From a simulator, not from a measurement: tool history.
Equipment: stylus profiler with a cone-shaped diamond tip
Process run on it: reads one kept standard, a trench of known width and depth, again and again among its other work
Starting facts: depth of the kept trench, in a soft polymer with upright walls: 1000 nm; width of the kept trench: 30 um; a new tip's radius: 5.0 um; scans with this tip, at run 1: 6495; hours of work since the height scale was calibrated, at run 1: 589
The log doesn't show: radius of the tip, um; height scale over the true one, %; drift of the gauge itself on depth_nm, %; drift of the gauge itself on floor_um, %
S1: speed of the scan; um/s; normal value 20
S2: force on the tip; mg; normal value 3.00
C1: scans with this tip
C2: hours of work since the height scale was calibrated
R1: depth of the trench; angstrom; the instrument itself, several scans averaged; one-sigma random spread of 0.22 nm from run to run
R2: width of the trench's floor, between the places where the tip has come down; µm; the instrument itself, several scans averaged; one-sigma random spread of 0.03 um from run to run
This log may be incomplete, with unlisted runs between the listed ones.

| run | hour | S1 | S2 | C1 | C2 | R1 | R2 |
|---|---|---|---|---|---|---|---|
| 1 | 0.0 | 20 | 3.00 | 6495 | 589 | 10071.1 | 21.91 |
| 2 | 40.3 | 20 | 3.00 | 6812 | 617 | 10074.5 | 21.84 |
| 3 | 79.2 | 20 | 3.00 | 7118 | 645 | 10070.1 | 21.77 |
| 4 | 103.6 | 20 | 2.50 | 7310 | 662 | 10058.4 | 21.71 |
| 5 | 139.3 | 20 | 2.50 | 7591 | 688 | 10062.3 | 21.66 |
| 6 | 180.0 | 20 | 3.00 | 7911 | 717 | 10068.7 | 21.53 |
| 7 | 217.1 | 20 | 3.00 | 8203 | 743 | 10065.0 | 21.52 |
| 8 | 241.8 | 20 | 5.11 | 8398 | 761 | 10102.5 | 21.49 |
| 9 | 278.8 | 20 | 5.11 | 8689 | 787 | 10103.2 | 21.47 |
| 10 | 321.3 | 28 | 4.01 | 9023 | 818 | 10084.5 | 21.28 |
|  | 325.1 | height scale calibrated on a step standard |
| 11 | 359.3 | 73 | 3.00 | 9318 | 24 | 10050.2 | 21.00 |
| 12 | 391.1 | 11 | 1.09 | 9568 | 47 | 10004.3 | 21.22 |
| 13 | 434.7 | 11 | 3.00 | 9911 | 78 | 10046.2 | 21.13 |
|  | 459.9 | height scale calibrated on a step standard, once more |
| 14 | 464.9 | 12 | 8.29 | 10145 | 4 | 10168.6 | 21.12 |
| 15 | 485.8 | 9 | 8.29 | 10310 | 18 | 10167.3 | 21.05 |
| 16 | 526.9 | 77 | 2.94 | 10633 | 48 | 10082.4 | 20.70 |
| 17 | 556.7 | 23 | 3.98 | 10867 | 69 | 10097.9 | 20.82 |
| 18 | 577.5 | 23 | 3.98 | 11031 | 84 | 10101.2 | 20.79 |

Consider 5 possible next runs. They are alternatives, not a sequence: every one starts from the tool as it was left by run 18. What does each give?
| A | 626.2 | 79 | 1.80 | 11415 | 119 | ? | ? |
| B | 626.2 | 8 | 4.65 | 11415 | 119 | ? | ? |
| C | 626.2 | 26 | 7.87 | 11415 | 119 | ? | ? |
| D | 626.2 | 9 | 3.98 | 11415 | 119 | ? | ? |
| E | 626.2 | 6 | 3.00 | 11415 | 119 | ? | ? |

| run | R1 | R2 |
|---|---|---|
| A | 10056.9 | 20.37 |
| B | 10112.6 | 20.79 |
| C | 10159.2 | 20.79 |
| D | 10101.7 | 20.82 |
| E | 10082.0 | 20.84 |
Take away the tool's hidden state, keep each run's random variation, and the runs would have read:
| run | R1 | R2 |
|---|---|---|
| A | 10060.5 | 23.54 |
| B | 10116.3 | 23.96 |
| C | 10162.8 | 23.96 |
| D | 10105.4 | 24.00 |
| E | 10085.7 | 24.01 |

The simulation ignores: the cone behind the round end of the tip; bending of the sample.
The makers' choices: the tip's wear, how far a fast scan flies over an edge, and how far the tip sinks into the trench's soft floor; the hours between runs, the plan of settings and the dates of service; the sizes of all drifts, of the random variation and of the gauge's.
